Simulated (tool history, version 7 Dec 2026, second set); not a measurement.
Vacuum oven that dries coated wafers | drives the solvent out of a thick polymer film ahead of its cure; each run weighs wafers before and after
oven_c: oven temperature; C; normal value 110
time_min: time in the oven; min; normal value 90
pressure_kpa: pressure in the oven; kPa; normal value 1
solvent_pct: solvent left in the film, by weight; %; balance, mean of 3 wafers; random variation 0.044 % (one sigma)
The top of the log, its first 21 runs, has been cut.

run,hour,oven_c,time_min,pressure_kpa,hours of work since the thermocouples were calibrated,hours of work since the vacuum gauge was cleaned of residue,solvent_pct
22,756.1,110,90,1,150,1443,2.22
23,795.2,110,90,1,172,1464,2.16
24,821.5,110,90,1,186,1478,2.26
25,864.1,110,90,1,210,1502,2.31
26,914.9,110,90,1,237,1530,2.32
27,939.7,110,90,1.16,251,1543,2.38
28,984.5,116,130,0.63,276,1568,0.62
29,1034.3,116,130,0.63,303,1595,0.64
30,1080.9,116,130,0.63,329,1621,0.7
31,1116.1,116,63,3.22,348,1640,3.31
32,1154.6,96,63,3.22,369,1661,8.39
33,1180.8,104,90,1.43,383,1676,3.67
34,1204.6,110,88,1,396,1689,2.32
35,1256.3,108,90,1,425,1717,2.73
36,1288.3,108,54,0.89,442,1735,5.09
37,1313.4,108,54,0.89,456,1749,5.12
38,1358.4,108,54,0.89,481,1773,5.15
39,1412,108,54,0.89,510,1803,5

Estimate the outcome of run 40 from the log above:
40,1436.4,117,61,0.59,524,1816,?

{"run 40": {"solvent_pct": 2.48}}
With the hidden condition absent and the run-to-run variation left alone, this run would have shown solvent_pct 2.23 %.

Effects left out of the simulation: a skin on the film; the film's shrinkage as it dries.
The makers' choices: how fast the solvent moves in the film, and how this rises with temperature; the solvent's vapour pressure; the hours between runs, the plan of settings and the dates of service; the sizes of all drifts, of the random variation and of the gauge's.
